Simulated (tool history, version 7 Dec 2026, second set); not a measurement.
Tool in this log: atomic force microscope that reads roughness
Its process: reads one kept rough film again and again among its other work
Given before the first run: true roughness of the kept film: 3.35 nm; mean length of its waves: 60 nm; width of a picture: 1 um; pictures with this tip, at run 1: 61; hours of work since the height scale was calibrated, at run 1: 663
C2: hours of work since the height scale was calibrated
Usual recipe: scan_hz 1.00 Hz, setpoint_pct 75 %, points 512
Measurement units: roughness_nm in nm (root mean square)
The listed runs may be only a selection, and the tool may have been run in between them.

{"run": 1, "hour": 0.0, "scan_hz": 1.0, "setpoint_pct": 75, "points": 512, "pictures with this tip": 61, "C2": 663, "roughness_nm": 3.036}
{"run": 2, "hour": 22.3, "scan_hz": 1.0, "setpoint_pct": 75, "points": 512, "pictures with this tip": 88, "C2": 678, "roughness_nm": 2.998}
{"run": 3, "hour": 61.4, "scan_hz": 1.0, "setpoint_pct": 75, "points": 512, "pictures with this tip": 136, "C2": 703, "roughness_nm": 2.906}
{"run": 4, "hour": 90.0, "scan_hz": 1.0, "setpoint_pct": 75, "points": 512, "pictures with this tip": 172, "C2": 722, "roughness_nm": 2.916}
{"run": 5, "hour": 132.8, "scan_hz": 1.0, "setpoint_pct": 75, "points": 512, "pictures with this tip": 224, "C2": 750, "roughness_nm": 2.837}
{"run": 6, "hour": 169.4, "scan_hz": 2.66, "setpoint_pct": 75, "points": 512, "pictures with this tip": 269, "C2": 774, "roughness_nm": 2.647}
{"hour": 184.9, "done": "new tip fitted"}
{"run": 7, "hour": 195.8, "scan_hz": 2.66, "setpoint_pct": 75, "points": 512, "pictures with this tip": 13, "C2": 791, "roughness_nm": 2.945}
{"run": 8, "hour": 232.3, "scan_hz": 2.66, "setpoint_pct": 75, "points": 512, "pictures with this tip": 58, "C2": 815, "roughness_nm": 2.882}
{"run": 9, "hour": 261.5, "scan_hz": 1.0, "setpoint_pct": 75, "points": 512, "pictures with this tip": 94, "C2": 834, "roughness_nm": 2.97}
{"run": 10, "hour": 301.2, "scan_hz": 1.0, "setpoint_pct": 75, "points": 512, "pictures with this tip": 143, "C2": 860, "roughness_nm": 2.925}
{"hour": 304.4, "done": "height scale calibrated on a step standard"}
{"run": 11, "hour": 320.4, "scan_hz": 1.0, "setpoint_pct": 75, "points": 512, "pictures with this tip": 165, "C2": 11, "roughness_nm": 2.854}
{"run": 12, "hour": 362.6, "scan_hz": 1.0, "setpoint_pct": 75, "points": 512, "pictures with this tip": 217, "C2": 38, "roughness_nm": 2.849}
{"run": 13, "hour": 396.6, "scan_hz": 1.0, "setpoint_pct": 75, "points": 512, "pictures with this tip": 259, "C2": 60, "roughness_nm": 2.785}
{"hour": 421.8, "done": "new tip fitted"}
{"run": 14, "hour": 433.8, "scan_hz": 1.0, "setpoint_pct": 75, "points": 512, "pictures with this tip": 15, "C2": 84, "roughness_nm": 3.096}
{"run": 15, "hour": 453.2, "scan_hz": 1.0, "setpoint_pct": 75, "points": 512, "pictures with this tip": 39, "C2": 97, "roughness_nm": 3.044}
{"hour": 469.2, "done": "height scale calibrated on a step standard, once more"}
{"run": 16, "hour": 492.1, "scan_hz": 1.0, "setpoint_pct": 75, "points": 512, "pictures with this tip": 86, "C2": 15, "roughness_nm": 3.012}
{"run": 17, "hour": 527.2, "scan_hz": 1.0, "setpoint_pct": 75, "points": 512, "pictures with this tip": 129, "C2": 38, "roughness_nm": 2.94}
{"run": 18, "hour": 567.0, "scan_hz": 1.27, "setpoint_pct": 75, "points": 512, "pictures with this tip": 178, "C2": 64, "roughness_nm": 2.864}
{"run": 19, "hour": 605.9, "scan_hz": 1.12, "setpoint_pct": 75, "points": 305, "pictures with this tip": 226, "C2": 89, "roughness_nm": 2.793}
{"run": 20, "hour": 646.3, "scan_hz": 3.2, "setpoint_pct": 60, "points": 290, "pictures with this tip": 276, "C2": 116, "roughness_nm": 2.752}
{"hour": 655.4, "done": "new tip fitted"}
{"run": 21, "hour": 687.5, "scan_hz": 3.2, "setpoint_pct": 60, "points": 284, "pictures with this tip": 40, "C2": 142, "roughness_nm": 3.03}
{"run": 22, "hour": 726.0, "scan_hz": 3.72, "setpoint_pct": 71, "points": 950, "pictures with this tip": 87, "C2": 168, "roughness_nm": 2.827}
{"run": 23, "hour": 763.5, "scan_hz": 3.72, "setpoint_pct": 71, "points": 950, "pictures with this tip": 133, "C2": 192, "roughness_nm": 2.787}
{"run": 24, "hour": 802.2, "scan_hz": 3.93, "setpoint_pct": 87, "points": 512, "pictures with this tip": 181, "C2": 217, "roughness_nm": 2.416}
{"run": 25, "hour": 839.6, "scan_hz": 0.63, "setpoint_pct": 65, "points": 437, "pictures with this tip": 227, "C2": 242, "roughness_nm": 2.914}
{"run": 26, "hour": 865.2, "scan_hz": 0.63, "setpoint_pct": 65, "points": 790, "pictures with this tip": 258, "C2": 259, "roughness_nm": 2.852}

Here are 5 independent what-if runs from the current tool condition. What would each one return?
{"hour": 889.2, "done": "new tip fitted"}
{"run": "A", "hour": 899.0, "scan_hz": 0.75, "setpoint_pct": 67, "points": 329, "pictures with this tip": 12, "C2": 280, "roughness_nm": "?"}
{"hour": 889.2, "done": "new tip fitted"}
{"run": "B", "hour": 899.0, "scan_hz": 3.75, "setpoint_pct": 56, "points": 262, "pictures with this tip": 12, "C2": 280, "roughness_nm": "?"}
{"hour": 889.2, "done": "new tip fitted"}
{"run": "C", "hour": 899.0, "scan_hz": 3.46, "setpoint_pct": 75, "points": 700, "pictures with this tip": 12, "C2": 280, "roughness_nm": "?"}
{"hour": 889.2, "done": "new tip fitted"}
{"run": "D", "hour": 899.0, "scan_hz": 2.55, "setpoint_pct": 75, "points": 486, "pictures with this tip": 12, "C2": 280, "roughness_nm": "?"}
{"hour": 889.2, "done": "new tip fitted"}
{"run": "E", "hour": 899.0, "scan_hz": 0.63, "setpoint_pct": 60, "points": 258, "pictures with this tip": 12, "C2": 280, "roughness_nm": "?"}

run=A roughness_nm=3.142
run=B roughness_nm=3.082
run=C roughness_nm=2.865
run=D roughness_nm=2.946
run=E roughness_nm=3.140
What these runs would have given with no unlogged condition in the tool:
run=A roughness_nm=3.171
run=B roughness_nm=3.111
run=C roughness_nm=2.892
run=D roughness_nm=2.973
run=E roughness_nm=3.169
